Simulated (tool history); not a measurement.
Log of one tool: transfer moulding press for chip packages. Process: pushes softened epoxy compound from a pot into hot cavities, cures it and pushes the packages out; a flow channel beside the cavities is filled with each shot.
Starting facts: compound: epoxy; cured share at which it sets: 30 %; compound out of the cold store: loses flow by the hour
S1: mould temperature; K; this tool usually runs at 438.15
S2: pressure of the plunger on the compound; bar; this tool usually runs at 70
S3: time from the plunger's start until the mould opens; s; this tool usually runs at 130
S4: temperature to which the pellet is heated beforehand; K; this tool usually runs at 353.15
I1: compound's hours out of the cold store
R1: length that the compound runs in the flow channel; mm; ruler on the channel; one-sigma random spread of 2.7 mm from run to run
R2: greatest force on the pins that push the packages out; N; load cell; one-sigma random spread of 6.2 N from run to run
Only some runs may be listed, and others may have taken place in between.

run   hour      S1    S2   S3      S4    I1   R1   R2
  1      0  438.15    70  130  353.15  41.6  452  343
        15  -- plunger's sealing rings changed
  2   15.2  438.15  63.2  130  353.15  11.3  554  371
  3   24.8  438.15  63.2  130  353.15  23.5  523  389
  4     35  431.15    70  130  353.15  33.6  538  491
  5   46.2  431.15    70  130  353.15  31.1  543  520
      58.7  -- cavities cleaned with cleaning compound and waxed
  6   59.8  438.15    70  167  353.15  40.5  499  272
  7   68.9  436.15    70  167  353.15  21.8  555  285
  8   80.7  436.15    70  167  353.15  19.1  566  301
  9   93.3  436.15    70  167  353.15  46.7  482  315
 10  104.3  436.15    70  152  353.15  17.6  570  331
 11  114.2  438.15    70  130  353.15  27.8  531  353
 12  126.6  438.15    70  130  353.15  28.7  525  363
     144.8  -- mould's thermocouples calibrated
 13  149.1  440.15    70  130  353.15  33.5  511  370
 14  164.8  438.15    70  130  352.15  44.8  481  389
       168  -- cavities cleaned with cleaning compound and waxed
 15  180.6  438.15    70  130  352.15  35.9  508  317
 16  197.5  436.15  70.2  127  350.15  17.9  565  361
 17  211.4  438.15  66.6  150  359.15  23.8  522  321
 18  226.8  438.15  71.5  130  353.15  24.8  540  379
 19  246.1  438.15  73.1  130  353.15  19.1  563  382
 20    261  438.15    70  130  362.15  37.4  497  371
 21  271.6  438.15    70  130  344.15    14  563  381
       276  -- cavities cleaned with cleaning compound and waxed
 22  284.8  441.15  58.3  120  348.15  34.9  451  303
 23  300.5  441.15  58.3  120  348.15  25.6  475  316
 24  314.4  437.15  58.3  144  359.15  32.1  469  328
 25  331.7  438.15  54.4  130  353.15  26.6  458  369
 26  350.4  444.15  70.9  129  351.15    42  466  351
 27  370.5  438.15    70  144  353.15  39.8  481  381

Predict each of these 5 candidate next runs independently; none follows another, all start after run 27:
     384.4  -- cavities cleaned with cleaning compound and waxed
  A  387.1  436.15    70  144  353.15  34.1   ?   ?
     384.4  -- cavities cleaned with cleaning compound and waxed
  B  387.1  438.15  73.2  130  353.15  29.7   ?   ?
     384.4  -- cavities cleaned with cleaning compound and waxed
  C  387.1  443.15  72.6  144  361.15  27.8   ?   ?
     384.4  -- cavities cleaned with cleaning compound and waxed
  D  387.1  438.15    81  162  354.15  42.6   ?   ?
     384.4  -- cavities cleaned with cleaning compound and waxed
  E  387.1  438.15    70  123  353.15    24   ?   ?

run   R1   R2
  A  498  300
  B  521  287
  C  516  273
  D  507  277
  E  525  306
Take away the tool's hidden state, keep each run's random variation, and the runs would have read:
run   R1   R2
  A  524  288
  B  548  275
  C  543  262
  D  533  265
  E  552  294
